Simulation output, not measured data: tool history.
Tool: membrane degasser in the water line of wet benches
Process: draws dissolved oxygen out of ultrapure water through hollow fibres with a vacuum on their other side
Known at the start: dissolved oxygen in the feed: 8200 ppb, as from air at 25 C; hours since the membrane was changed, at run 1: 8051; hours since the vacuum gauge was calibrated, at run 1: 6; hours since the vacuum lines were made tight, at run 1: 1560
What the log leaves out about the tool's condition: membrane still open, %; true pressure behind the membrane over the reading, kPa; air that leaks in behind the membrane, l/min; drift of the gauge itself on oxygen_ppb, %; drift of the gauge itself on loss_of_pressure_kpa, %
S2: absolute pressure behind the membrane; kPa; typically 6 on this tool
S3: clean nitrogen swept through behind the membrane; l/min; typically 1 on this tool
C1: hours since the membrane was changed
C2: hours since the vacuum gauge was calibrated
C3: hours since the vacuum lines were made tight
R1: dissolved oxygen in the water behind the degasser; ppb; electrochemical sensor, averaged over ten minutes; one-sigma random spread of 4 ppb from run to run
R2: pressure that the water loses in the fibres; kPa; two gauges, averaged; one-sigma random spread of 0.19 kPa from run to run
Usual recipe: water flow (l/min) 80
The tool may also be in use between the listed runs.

{"run": 1, "day": 0.0, "water flow (l/min)": 80, "S2": 6, "S3": 1, "C1": 8051, "C2": 6, "C3": 1560, "R1": 396.7, "R2": 40.12}
{"run": 2, "day": 7.354, "water flow (l/min)": 80, "S2": 8.19, "S3": 1, "C1": 8227, "C2": 183, "C3": 1736, "R1": 662.4, "R2": 40.19}
{"run": 3, "day": 15.208, "water flow (l/min)": 87, "S2": 6, "S3": 1, "C1": 8416, "C2": 371, "C3": 1925, "R1": 432.3, "R2": 43.59}
{"run": 4, "day": 22.3, "water flow (l/min)": 87, "S2": 6, "S3": 1, "C1": 8586, "C2": 542, "C3": 2095, "R1": 427.9, "R2": 43.65}
{"run": 5, "day": 26.867, "water flow (l/min)": 87, "S2": 6, "S3": 1, "C1": 8696, "C2": 651, "C3": 2204, "R1": 431.4, "R2": 44.14}
{"run": 6, "day": 35.175, "water flow (l/min)": 87, "S2": 6, "S3": 1, "C1": 8895, "C2": 851, "C3": 2404, "R1": 421.6, "R2": 43.92}
{"run": 7, "day": 44.796, "water flow (l/min)": 80, "S2": 6, "S3": 2.44, "C1": 9126, "C2": 1081, "C3": 2635, "R1": 224.1, "R2": 40.07}
{"run": 8, "day": 52.942, "water flow (l/min)": 80, "S2": 6, "S3": 2.44, "C1": 9322, "C2": 1277, "C3": 2830, "R1": 222.1, "R2": 40.1}
{"run": 9, "day": 61.221, "water flow (l/min)": 59, "S2": 6, "S3": 1, "C1": 9520, "C2": 1476, "C3": 3029, "R1": 294.4, "R2": 29.47}
{"run": 10, "day": 67.883, "water flow (l/min)": 59, "S2": 6, "S3": 1, "C1": 9680, "C2": 1636, "C3": 3189, "R1": 303, "R2": 29.49}
{"run": 11, "day": 75.471, "water flow (l/min)": 59, "S2": 6, "S3": 1, "C1": 9862, "C2": 1818, "C3": 3371, "R1": 305.4, "R2": 29.34}
{"run": 12, "day": 79.625, "water flow (l/min)": 59, "S2": 6, "S3": 1, "C1": 9962, "C2": 1917, "C3": 3471, "R1": 302.6, "R2": 29.44}
{"day": 84.371, "done": "seals of the vacuum lines changed"}
{"run": 13, "day": 88.579, "water flow (l/min)": 59, "S2": 6, "S3": 0.57, "C1": 10175, "C2": 2130, "C3": 101, "R1": 437.4, "R2": 29.34}
{"run": 14, "day": 97.758, "water flow (l/min)": 80, "S2": 6, "S3": 1, "C1": 10395, "C2": 2350, "C3": 321, "R1": 393, "R2": 39.66}
{"run": 15, "day": 105.604, "water flow (l/min)": 80, "S2": 12.13, "S3": 1, "C1": 10583, "C2": 2539, "C3": 510, "R1": 1103.6, "R2": 39.59}
{"run": 16, "day": 112.367, "water flow (l/min)": 80, "S2": 12.13, "S3": 1, "C1": 10746, "C2": 2701, "C3": 672, "R1": 1086.4, "R2": 39.55}
{"run": 17, "day": 120.029, "water flow (l/min)": 51, "S2": 6, "S3": 0.52, "C1": 10930, "C2": 2885, "C3": 856, "R1": 421.5, "R2": 25.15}
{"run": 18, "day": 126.388, "water flow (l/min)": 57, "S2": 10.32, "S3": 0.82, "C1": 11082, "C2": 3038, "C3": 1008, "R1": 816.5, "R2": 28.08}
{"run": 19, "day": 135.792, "water flow (l/min)": 80, "S2": 6, "S3": 0.76, "C1": 11308, "C2": 3263, "C3": 1234, "R1": 469.2, "R2": 39.51}
{"run": 20, "day": 143.383, "water flow (l/min)": 80, "S2": 6, "S3": 0.76, "C1": 11490, "C2": 3445, "C3": 1416, "R1": 466.3, "R2": 39.59}
{"run": 21, "day": 152.288, "water flow (l/min)": 80, "S2": 6, "S3": 0.76, "C1": 11704, "C2": 3659, "C3": 1630, "R1": 464.5, "R2": 39.69}
{"day": 158.038, "done": "membrane cartridge changed"}
{"run": 22, "day": 161.05, "water flow (l/min)": 80, "S2": 6, "S3": 0.76, "C1": 72, "C2": 3866, "C3": 1836, "R1": 464.1, "R2": 39.22}
{"run": 23, "day": 167.25, "water flow (l/min)": 107, "S2": 8.3, "S3": 1.07, "C1": 221, "C2": 4014, "C3": 1985, "R1": 824.3, "R2": 52.79}
{"run": 24, "day": 174.85, "water flow (l/min)": 90, "S2": 6.33, "S3": 0.63, "C1": 403, "C2": 4197, "C3": 2167, "R1": 616.9, "R2": 44.25}
{"run": 25, "day": 183.817, "water flow (l/min)": 100, "S2": 6.87, "S3": 1.59, "C1": 619, "C2": 4412, "C3": 2383, "R1": 481.7, "R2": 48.85}
{"run": 26, "day": 187.912, "water flow (l/min)": 89, "S2": 6.87, "S3": 0.65, "C1": 717, "C2": 4510, "C3": 2481, "R1": 692, "R2": 43.87}
{"run": 27, "day": 195.083, "water flow (l/min)": 124, "S2": 6.95, "S3": 0.43, "C1": 889, "C2": 4682, "C3": 2653, "R1": 1079.7, "R2": 61.17}
{"run": 28, "day": 202.308, "water flow (l/min)": 55, "S2": 5.62, "S3": 0.56, "C1": 1062, "C2": 4856, "C3": 2826, "R1": 360.6, "R2": 27.09}
{"run": 29, "day": 210.058, "water flow (l/min)": 55, "S2": 5.62, "S3": 0.56, "C1": 1248, "C2": 5042, "C3": 3012, "R1": 357.5, "R2": 26.91}
{"run": 30, "day": 214.283, "water flow (l/min)": 57, "S2": 5.62, "S3": 0.56, "C1": 1350, "C2": 5143, "C3": 3114, "R1": 379.5, "R2": 27.92}
{"day": 217.975, "done": "gauge calibrated"}
{"run": 31, "day": 219.079, "water flow (l/min)": 57, "S2": 8.08, "S3": 2.31, "C1": 1465, "C2": 5258, "C3": 3229, "R1": 264, "R2": 28.39}

Alternative continuations, all from the tool just after run 31; predict every row:
{"run": "A", "day": 224.642, "water flow (l/min)": 57, "S2": 10, "S3": 2.31, "C1": 1598, "C2": 5392, "C3": 3362, "R1": "?", "R2": "?"}
{"run": "B", "day": 224.642, "water flow (l/min)": 80, "S2": 11.88, "S3": 1.25, "C1": 1598, "C2": 5392, "C3": 3362, "R1": "?", "R2": "?"}
{"run": "C", "day": 224.642, "water flow (l/min)": 65, "S2": 8.46, "S3": 0.83, "C1": 1598, "C2": 5392, "C3": 3362, "R1": "?", "R2": "?"}

run=A R1=354.5 R2=28.77
run=B R1=953.3 R2=40.09
run=C R1=668.3 R2=32.43
Take away the tool's hidden state, keep each run's random variation, and the runs would have read:
run=A R1=354.2 R2=28.79
run=B R1=952.8 R2=40.11
run=C R1=667.7 R2=32.46

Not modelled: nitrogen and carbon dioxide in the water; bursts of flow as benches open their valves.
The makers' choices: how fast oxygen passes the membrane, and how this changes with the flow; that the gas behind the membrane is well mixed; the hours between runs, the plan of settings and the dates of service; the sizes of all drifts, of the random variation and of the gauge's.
